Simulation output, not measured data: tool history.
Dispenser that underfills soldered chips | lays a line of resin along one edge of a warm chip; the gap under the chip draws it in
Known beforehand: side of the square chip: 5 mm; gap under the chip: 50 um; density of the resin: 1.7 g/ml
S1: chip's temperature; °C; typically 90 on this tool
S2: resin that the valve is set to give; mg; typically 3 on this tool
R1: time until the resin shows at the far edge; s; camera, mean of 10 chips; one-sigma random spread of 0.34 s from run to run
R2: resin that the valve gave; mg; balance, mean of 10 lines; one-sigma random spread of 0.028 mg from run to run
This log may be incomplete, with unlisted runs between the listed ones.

Run 1, day 0: usual settings. Result: R1 19.7 s, R2 2.9 mg.
At day 0.104: new syringe of resin.
Run 2, day 0.188: usual settings. Result: R1 16.4 s, R2 2.88 mg.
Run 3, day 0.408: usual settings. Result: R1 18.7 s, R2 2.9 mg.
At day 0.492: new syringe of resin.
Run 4, day 0.808: usual settings. Result: R1 20.6 s, R2 2.84 mg.
At day 0.888: new syringe of resin.
Run 5, day 1.075: usual settings. Result: R1 18.5 s, R2 2.79 mg.
Run 6, day 1.25: usual settings. Result: R1 20 s, R2 2.88 mg.
At day 1.292: new syringe of resin.
Run 7, day 1.542: usual settings but S1 97 °C. Result: R1 14.5 s, R2 2.88 mg.
At day 1.683: new syringe of resin.
Run 8, day 1.746: usual settings but S1 82 °C. Result: R1 22.1 s, R2 2.84 mg.
At day 2.083: new syringe of resin.
Run 9, day 2.092: usual settings but S1 82 °C. Result: R1 21 s, R2 2.89 mg.
Run 10, day 2.35: usual settings. Result: R1 18.4 s, R2 2.8 mg.
At day 2.483: new syringe of resin.
Run 11, day 2.683: usual settings. Result: R1 18.2 s, R2 2.8 mg.
At day 2.875: new syringe of resin.
Run 12, day 3.075: usual settings. Result: R1 18.2 s, R2 2.81 mg.
At day 3.271: new syringe of resin.
Run 13, day 3.308: usual settings. Result: R1 15.6 s, R2 2.8 mg.
At day 3.604: dispensing valve cleaned and set on the balance.
At day 3.696: new syringe of resin.
Run 14, day 3.733: usual settings. Result: R1 16.4 s, R2 3.07 mg.
At day 4.075: new syringe of resin.
Run 15, day 4.108: usual settings. Result: R1 15.8 s, R2 2.97 mg.
Run 16, day 4.379: usual settings. Result: R1 19.1 s, R2 2.96 mg.
At day 4.471: new syringe of resin.
Run 17, day 4.55: usual settings but S1 82 °C, S2 2.51 mg. Result: R1 22.5 s, R2 2.5 mg.
At day 4.858: new syringe of resin.
Run 18, day 4.962: usual settings but S1 101 °C, S2 3.42 mg. Result: R1 11.2 s, R2 3.41 mg.
At day 5.254: new syringe of resin.
Run 19, day 5.338: usual settings but S1 101 °C, S2 3.42 mg. Result: R1 11.3 s, R2 3.4 mg.
At day 5.646: new syringe of resin.
Run 20, day 5.675: usual settings but S1 101 °C, S2 3.42 mg. Result: R1 11.1 s, R2 3.38 mg.
Run 21, day 5.929: usual settings but S1 84 °C. Result: R1 22.9 s, R2 2.92 mg.
At day 6.046: new syringe of resin.
Run 22, day 6.208: usual settings but S1 80 °C, S2 2.95 mg. Result: R1 25.1 s, R2 2.88 mg.
At day 6.45: new syringe of resin.
Run 23, day 6.546: usual settings but S1 93 °C, S2 2.92 mg. Result: R1 14.7 s, R2 2.89 mg.
At day 6.846: new syringe of resin.
Run 24, day 6.917: usual settings but S1 102 °C, S2 2.52 mg. Result: R1 11.3 s, R2 2.45 mg.
At day 7.238: new syringe of resin.
Run 25, day 7.321: usual settings but S2 3.89 mg. Result: R1 16.4 s, R2 3.69 mg.
At day 7.621: new syringe of resin.
Run 26, day 7.692: usual settings but S1 78 °C, S2 3.71 mg. Result: R1 24.3 s, R2 3.56 mg.
At day 8.017: new syringe of resin.
Run 27, day 8.067: usual settings but S1 87 °C, S2 2.67 mg. Result: R1 18.4 s, R2 2.61 mg.
Run 28, day 8.267: usual settings but S1 87 °C, S2 2.67 mg. Result: R1 21.4 s, R2 2.54 mg.

Forecast each of these 3 alternatives for the next run:
At day 8.408: new syringe of resin.
Run A, day 8.454: usual settings but S1 101 °C, S2 3.39 mg. Result: R1 ?, R2 ?.
At day 8.408: new syringe of resin.
Run B, day 8.454: usual settings but S2 2.92 mg. Result: R1 ?, R2 ?.
At day 8.408: new syringe of resin.
Run C, day 8.454: usual settings but S1 94 °C, S2 3.36 mg. Result: R1 ?, R2 ?.

run    R1    R2
  A  11.1   3.2
  B    16  2.77
  C  13.9  3.21
The same runs, with their run-to-run variation unchanged, on a tool lacking any hidden condition would have given:
run    R1    R2
  A    11  3.36
  B  15.8  2.91
  C  13.8  3.37
